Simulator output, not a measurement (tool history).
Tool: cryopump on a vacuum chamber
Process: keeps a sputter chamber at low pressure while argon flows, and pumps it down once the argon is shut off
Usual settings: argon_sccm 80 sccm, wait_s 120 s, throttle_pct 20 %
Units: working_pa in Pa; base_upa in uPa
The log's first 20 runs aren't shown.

run,hour,argon_sccm,wait_s,throttle_pct,hours of work since the pump was warmed up and emptied,hours of work since the cold head was overhauled,hours of work since the chamber's fittings were tightened,working_pa,base_upa
21,278.4,137,147,59,579,579,242,0.4011,1.37
22,296.0,112,63,20,590,590,253,0.8835,2.31
23,315.4,112,63,20,602,602,266,0.8861,2.34
24,330.4,112,63,20,612,612,275,0.8947,2.28
25,347.3,40,130,32,622,622,286,0.2046,1.48
26,363.4,40,130,32,632,632,296,0.2062,1.46
27,376.0,59,26,24,640,640,304,0.3949,4.91
28,395.1,63,25,47,652,652,316,0.2315,4.94
29,415.7,63,25,47,665,665,328,0.2316,5.06
30,427.4,63,25,47,673,673,336,0.2305,5.16
31,438.3,63,25,47,679,679,343,0.2322,5.14
32,459.9,94,46,27,693,693,356,0.5648,3.06
33,474.3,94,65,39,702,702,365,0.4078,2.50
34,484.8,94,65,39,709,709,372,0.4100,2.52

Forecast each of these 4 alternatives for the next run:
A,505.1,94,142,39,721,721,384,?,?
B,505.1,46,65,23,721,721,384,?,?
C,505.1,58,120,28,721,721,384,?,?
D,505.1,80,24,29,721,721,384,?,?

run,working_pa,base_upa
A,0.4091,1.63
B,0.3245,2.44
C,0.3393,1.70
D,0.4552,5.31
Without the tool's hidden state the same runs would have given:
run,working_pa,base_upa
A,0.3574,1.08
B,0.2990,1.91
C,0.3073,1.17
D,0.4111,4.77
